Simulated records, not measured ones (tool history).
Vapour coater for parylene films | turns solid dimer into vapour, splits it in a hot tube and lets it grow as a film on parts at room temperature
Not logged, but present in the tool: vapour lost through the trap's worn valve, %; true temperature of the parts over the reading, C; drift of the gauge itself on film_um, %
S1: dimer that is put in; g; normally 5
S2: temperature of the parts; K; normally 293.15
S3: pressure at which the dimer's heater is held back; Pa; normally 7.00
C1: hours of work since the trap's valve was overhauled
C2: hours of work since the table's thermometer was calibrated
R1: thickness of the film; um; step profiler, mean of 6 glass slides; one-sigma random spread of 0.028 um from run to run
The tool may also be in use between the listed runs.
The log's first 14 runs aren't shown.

run    hour  S1      S2    S3   C1   C2    R1
 15   715.7   5  293.15  7.00  206  618  2.43
      738.8  -- trap's valve overhauled
 16   786.1   5  295.15  7.00   25  652  2.53
 17   855.5   5  295.15  7.00   61  688  2.45
 18   917.5   5  295.15  7.00   93  721  2.46
 19   965.0   5  295.15  7.00  118  745  2.36
 20  1014.3   5  295.15  7.00  143  771  2.36
 21  1084.2   5  293.15  7.00  180  807  2.42
 22  1113.8   5  293.15  7.29  195  823  2.39
 23  1145.5   8  292.15  9.61  211  839  3.74
     1160.2  -- trap's valve overhauled
 24  1196.7   2  300.15  9.06   19  864  0.88
 25  1230.1   7  289.15  9.06   36  881  4.19
 26  1294.9   5  297.15  7.00   70  915  2.26

Expected results for the next run?
 27  1357.8   5  297.15  11.31  103  948   ?

Run 27 came out at R1 2.15 um.
Take away the tool's hidden state, keep the run-to-run variation as it was, and the same run would have given R1 2.39 um.
